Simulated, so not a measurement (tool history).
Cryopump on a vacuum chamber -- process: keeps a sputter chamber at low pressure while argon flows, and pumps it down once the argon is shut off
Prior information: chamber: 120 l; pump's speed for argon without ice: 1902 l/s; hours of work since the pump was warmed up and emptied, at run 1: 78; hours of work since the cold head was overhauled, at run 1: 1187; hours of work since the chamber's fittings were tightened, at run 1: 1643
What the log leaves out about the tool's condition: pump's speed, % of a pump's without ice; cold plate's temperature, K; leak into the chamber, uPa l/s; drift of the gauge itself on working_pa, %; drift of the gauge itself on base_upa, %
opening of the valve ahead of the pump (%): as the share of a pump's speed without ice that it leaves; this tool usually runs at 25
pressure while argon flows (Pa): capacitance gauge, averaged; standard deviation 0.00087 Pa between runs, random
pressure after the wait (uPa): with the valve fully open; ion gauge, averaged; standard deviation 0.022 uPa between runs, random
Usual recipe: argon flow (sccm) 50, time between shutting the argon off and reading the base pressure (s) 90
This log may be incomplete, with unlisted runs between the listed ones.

| run | hour | argon flow (sccm) | time between shutting the argon off and reading the base pressure (s) | opening of the valve ahead of the pump (%) | hours of work since the pump was warmed up and emptied | hours of work since the cold head was overhauled | hours of work since the chamber's fittings were tightened | pressure while argon flows (Pa) | pressure after the wait (uPa) |
|---|---|---|---|---|---|---|---|---|---|
| 1 | 0 | 50 | 90 | 25 | 78 | 1187 | 1643 | 0.1785 | 1.66 |
| 2 | 33.5 | 50 | 90 | 25 | 105 | 1215 | 1671 | 0.1808 | 1.75 |
| 3 | 77.3 | 50 | 90 | 25 | 141 | 1250 | 1706 | 0.1815 | 1.76 |
| 4 | 124.2 | 50 | 90 | 25 | 179 | 1288 | 1744 | 0.1808 | 1.74 |
| 5 | 172.8 | 50 | 90 | 25 | 218 | 1328 | 1784 | 0.1824 | 1.83 |
| 6 | 223.4 | 50 | 90 | 25 | 260 | 1369 | 1825 | 0.183 | 1.92 |
| 7 | 272.9 | 50 | 90 | 25 | 300 | 1409 | 1865 | 0.1841 | 1.87 |
| 8 | 306.5 | 50 | 90 | 25 | 327 | 1436 | 1892 | 0.1822 | 1.94 |
| 9 | 332.4 | 65 | 90 | 25 | 348 | 1457 | 1913 | 0.2391 | 2.01 |
| 10 | 362.1 | 65 | 90 | 25 | 372 | 1481 | 1937 | 0.2381 | 2.03 |
| 11 | 411.6 | 50 | 90 | 31 | 412 | 1521 | 1978 | 0.1515 | 2.03 |
| 12 | 456.5 | 50 | 90 | 31 | 449 | 1558 | 2014 | 0.1518 | 2.08 |
| 13 | 487.1 | 50 | 90 | 35 | 474 | 1583 | 2039 | 0.1356 | 2.1 |
| 14 | 536.4 | 50 | 90 | 33 | 514 | 1623 | 2079 | 0.1438 | 2.14 |
| 15 | 576.1 | 50 | 90 | 33 | 546 | 1655 | 2111 | 0.145 | 2.21 |
| 16 | 625.5 | 85 | 159 | 32 | 586 | 1695 | 2151 | 0.2558 | 2.07 |
| 17 | 683.1 | 34 | 55 | 31 | 633 | 1742 | 2198 | 0.1058 | 2.62 |
| 18 | 708.4 | 28 | 178 | 25 | 653 | 1762 | 2218 | 0.1065 | 2.11 |
| 19 | 763.7 | 57 | 151 | 24 | 698 | 1807 | 2263 | 0.2259 | 2.26 |
| 20 | 815.7 | 93 | 90 | 42 | 740 | 1849 | 2306 | 0.2238 | 2.49 |
| 21 | 842.7 | 89 | 254 | 19 | 762 | 1871 | 2328 | 0.4447 | 2.25 |
| 22 | 886.6 | 89 | 210 | 29 | 798 | 1907 | 2363 | 0.3013 | 2.34 |
| 23 | 943.4 | 89 | 210 | 29 | 844 | 1953 | 2409 | 0.3044 | 2.39 |
| 24 | 980.1 | 89 | 210 | 29 | 874 | 1983 | 2439 | 0.3051 | 2.48 |
| 25 | 1007.2 | 27 | 88 | 25 | 896 | 2005 | 2461 | 0.1063 | 2.83 |
| 26 | 1040.4 | 29 | 87 | 20 | 923 | 2032 | 2488 | 0.1423 | 2.83 |
| 27 | 1087.9 | 46 | 70 | 22 | 961 | 2070 | 2527 | 0.2039 | 3.05 |
| 28 | 1120.3 | 51 | 70 | 32 | 987 | 2097 | 2553 | 0.1652 | 3.16 |
| 29 | 1171.8 | 50 | 183 | 25 | 1029 | 2138 | 2595 | 0.1995 | 2.83 |
|  | 1201.2 | pump warmed up, emptied and cooled again |
| 30 | 1232.2 | 41 | 28 | 25 | 25 | 2183 | 2640 | 0.1459 | 3.31 |

Hidden condition of the tool, last listed run before each entry between runs versus first listed run after:
Between runs 29 and 30: pump warmed up, emptied and cooled again (hour 1201.2)
  pump's speed, % of a pump's without ice: 67.5 -> 98.9; cold plate's temperature, K: 13.18 -> 13.21; leak into the chamber, uPa l/s: 3239 -> 3284
  the result without the hidden state subtracted from the measured one, pressure while argon flows (Pa): +0.0228 -> +0.0014; pressure after the wait (uPa): +2.42 -> +1.64

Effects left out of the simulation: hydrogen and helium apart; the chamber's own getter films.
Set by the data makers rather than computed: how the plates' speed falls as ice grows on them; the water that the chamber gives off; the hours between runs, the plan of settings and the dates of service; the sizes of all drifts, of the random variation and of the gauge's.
